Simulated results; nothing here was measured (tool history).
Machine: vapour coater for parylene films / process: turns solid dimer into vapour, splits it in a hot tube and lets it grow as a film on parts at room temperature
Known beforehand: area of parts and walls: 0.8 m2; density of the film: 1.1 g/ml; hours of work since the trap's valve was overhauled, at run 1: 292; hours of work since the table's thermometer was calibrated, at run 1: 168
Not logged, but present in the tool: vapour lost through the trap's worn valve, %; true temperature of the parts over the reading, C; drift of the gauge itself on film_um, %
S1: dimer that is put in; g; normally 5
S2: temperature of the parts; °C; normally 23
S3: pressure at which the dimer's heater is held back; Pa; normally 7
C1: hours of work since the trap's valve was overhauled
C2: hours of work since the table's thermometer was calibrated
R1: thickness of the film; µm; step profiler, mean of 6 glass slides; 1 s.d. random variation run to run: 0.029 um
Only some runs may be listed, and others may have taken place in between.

{"run": 1, "hour": 0.0, "S1": 5, "S2": 23, "S3": 7, "C1": 292, "C2": 168, "R1": 2.6}
{"run": 2, "hour": 12.3, "S1": 5, "S2": 16, "S3": 7, "C1": 301, "C2": 177, "R1": 3.5}
{"run": 3, "hour": 25.3, "S1": 5, "S2": 16, "S3": 7, "C1": 309, "C2": 186, "R1": 3.43}
{"run": 4, "hour": 37.8, "S1": 5, "S2": 16, "S3": 7, "C1": 318, "C2": 194, "R1": 3.46}
{"run": 5, "hour": 55.9, "S1": 5, "S2": 33, "S3": 7, "C1": 330, "C2": 206, "R1": 1.66}
{"run": 6, "hour": 69.7, "S1": 5, "S2": 33, "S3": 7, "C1": 339, "C2": 216, "R1": 1.66}
{"hour": 77.5, "done": "trap's valve overhauled"}
{"run": 7, "hour": 88.0, "S1": 5, "S2": 26, "S3": 7, "C1": 7, "C2": 225, "R1": 2.29}
{"run": 8, "hour": 98.3, "S1": 3, "S2": 26, "S3": 7, "C1": 14, "C2": 232, "R1": 1.35}
{"run": 9, "hour": 113.6, "S1": 3, "S2": 26, "S3": 7, "C1": 24, "C2": 243, "R1": 1.33}
{"run": 10, "hour": 124.7, "S1": 3, "S2": 26, "S3": 7, "C1": 32, "C2": 250, "R1": 1.39}
{"run": 11, "hour": 141.5, "S1": 3, "S2": 26, "S3": 5.91, "C1": 43, "C2": 261, "R1": 1.37}
{"run": 12, "hour": 150.5, "S1": 5, "S2": 19, "S3": 2.06, "C1": 49, "C2": 268, "R1": 3.62}
{"run": 13, "hour": 165.2, "S1": 5, "S2": 35, "S3": 7, "C1": 59, "C2": 278, "R1": 1.52}
{"run": 14, "hour": 176.9, "S1": 5, "S2": 35, "S3": 7, "C1": 67, "C2": 285, "R1": 1.53}
{"run": 15, "hour": 192.3, "S1": 5, "S2": 24, "S3": 3.11, "C1": 78, "C2": 296, "R1": 2.8}
{"run": 16, "hour": 210.5, "S1": 5, "S2": 24, "S3": 3.11, "C1": 90, "C2": 308, "R1": 2.76}
{"run": 17, "hour": 228.9, "S1": 5, "S2": 24, "S3": 3.11, "C1": 103, "C2": 321, "R1": 2.78}
{"run": 18, "hour": 241.4, "S1": 5, "S2": 24, "S3": 3.11, "C1": 111, "C2": 329, "R1": 2.75}
{"run": 19, "hour": 261.0, "S1": 3, "S2": 17, "S3": 3, "C1": 124, "C2": 342, "R1": 2.29}
{"run": 20, "hour": 270.1, "S1": 8, "S2": 32, "S3": 7, "C1": 130, "C2": 349, "R1": 2.76}
{"run": 21, "hour": 279.4, "S1": 8, "S2": 23, "S3": 9.15, "C1": 137, "C2": 355, "R1": 4.02}
{"run": 22, "hour": 296.1, "S1": 8, "S2": 23, "S3": 9.15, "C1": 148, "C2": 366, "R1": 3.97}

Consider 3 possible next runs. They are alternatives, not a sequence: every one starts from the tool as it was left by run 22. What does each give?
{"run": "A", "hour": 314.5, "S1": 4, "S2": 16, "S3": 7.88, "C1": 161, "C2": 379, "R1": "?"}
{"run": "B", "hour": 314.5, "S1": 5, "S2": 31, "S3": 7, "C1": 161, "C2": 379, "R1": "?"}
{"run": "C", "hour": 314.5, "S1": 9, "S2": 27, "S3": 3.51, "C1": 161, "C2": 379, "R1": "?"}

run=A R1=2.76
run=B R1=1.81
run=C R1=4.35
Had the tool no hidden state, the same runs would have come out as:
run=A R1=2.77
run=B R1=1.82
run=C R1=4.37
